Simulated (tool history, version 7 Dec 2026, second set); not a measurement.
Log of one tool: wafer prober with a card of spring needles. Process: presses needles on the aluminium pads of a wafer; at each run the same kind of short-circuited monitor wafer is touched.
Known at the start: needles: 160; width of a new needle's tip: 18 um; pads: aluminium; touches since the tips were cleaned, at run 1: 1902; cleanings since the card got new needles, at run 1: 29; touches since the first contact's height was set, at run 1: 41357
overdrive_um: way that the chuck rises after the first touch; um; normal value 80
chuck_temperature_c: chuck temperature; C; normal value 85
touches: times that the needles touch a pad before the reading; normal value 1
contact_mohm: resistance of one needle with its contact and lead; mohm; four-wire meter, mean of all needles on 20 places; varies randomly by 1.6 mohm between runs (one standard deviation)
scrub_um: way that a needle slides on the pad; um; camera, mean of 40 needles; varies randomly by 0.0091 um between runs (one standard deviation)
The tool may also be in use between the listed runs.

run,day,overdrive_um,chuck_temperature_c,touches,touches since the tips were cleaned,cleanings since the card got new needles,touches since the first contact's height was set,contact_mohm,scrub_um
1,0,80,85,1,1902,29,41357,185,19.418
2,0.888,80,85,1,7775,29,47230,203,19.423
# day 1.088: tips cleaned on abrasive film
3,1.425,80,85,2,2232,30,50743,178,19.401
4,1.942,80,85,2,5660,30,54171,183,19.422
# day 2.442: tips cleaned on abrasive film
5,2.442,80,85,2,0,31,57457,165,19.386
6,3.346,80,85,1,5970,31,63427,200,19.415
# day 3.788: tips cleaned on abrasive film
7,4.042,80,85,1,1688,32,68016,181,19.369
8,4.579,80,85,1,5245,32,71573,197,19.384
# day 5.162: tips cleaned on abrasive film
9,5.467,80,85,1,2019,33,77401,182,19.359
10,6.033,80,85,3,5774,33,81156,177,19.357
# day 6.3: height of the first contact set anew
# day 6.558: tips cleaned on abrasive film
11,6.675,80,85,3,769,34,2464,165,19.46
12,7.529,80,85,1,6404,34,8099,200,19.46
# day 7.938: tips cleaned on abrasive film
13,8.508,80,85,1,3766,35,14558,193,19.473
# day 9.296: tips cleaned on abrasive film
14,9.342,80,85,1,312,36,20040,168,19.452
15,10.333,80,67,1,6859,36,26587,195,19.432
# day 10.696: tips cleaned on abrasive film
16,11.558,82,85,1,5721,37,34688,195,19.914
# day 12.117: tips cleaned on abrasive film
17,12.454,82,85,1,2239,38,40569,186,19.888
18,13.162,62,85,1,6916,38,45246,227,15.018
# day 13.479: tips cleaned on abrasive film
19,13.9,62,85,1,2804,39,50116,202,15.004
# day 14.821: tips cleaned on abrasive film
20,15.133,81,102,2,2081,40,58251,178,19.594
# day 16.221: tips cleaned on abrasive film
21,16.25,91,45,1,183,41,65593,160,22.043
22,16.817,87,28,1,3943,41,69353,177,21.053
# day 17.575: tips cleaned on abrasive film
23,17.908,90,49,1,2178,42,76523,173,21.787
# day 18.904: height of the first contact set anew
# day 18.946: tips cleaned on abrasive film
24,18.946,90,49,1,0,43,239,159,21.919
25,20.017,90,49,1,7074,43,7313,192,21.918
# day 20.296: tips cleaned on abrasive film
26,20.696,90,49,1,2646,44,11786,174,21.906
27,21.438,65,72,3,7549,44,16689,186,15.794
# day 21.683: tips cleaned on abrasive film
28,22.529,89,85,2,5606,45,23882,182,21.646
# day 23.033: tips cleaned on abrasive film
29,23.375,89,112,2,2276,46,29457,176,21.625
30,24.146,81,85,1,7367,46,34548,204,19.673
# day 24.442: tips cleaned on abrasive film
31,25.3,81,85,1,5679,47,42165,198,19.647
# day 25.817: tips cleaned on abrasive film
32,25.975,89,61,1,1027,48,46583,169,21.598
# day 27.154: tips cleaned on abrasive film
33,27.154,90,113,2,0,49,54371,169,21.792

Each run again, without the hidden state but with its own random variation kept:
Hidden conditions of the tool in this case: debris on the tips, nm; way that the needles fall short of the set height, um; tips' diameter, um; drift of the gauge itself on contact_mohm, %; drift of the gauge itself on scrub_um, %.
run,contact_mohm,scrub_um
1,165,19.485
2,162,19.49
3,165,19.483
4,162,19.504
5,163,19.484
6,164,19.513
7,164,19.486
8,162,19.501
9,163,19.491
10,164,19.49
11,161,19.485
12,162,19.484
13,165,19.511
14,162,19.511
15,157,19.491
16,160,19.991
17,166,19.981
18,166,15.111
19,165,15.112
20,166,19.717
21,157,22.181
22,151,21.192
23,155,21.942
24,157,21.939
25,159,21.938
26,154,21.94
27,164,15.828
28,164,21.696
29,166,21.696
30,164,19.744
31,164,19.733
32,156,21.701
33,168,21.915
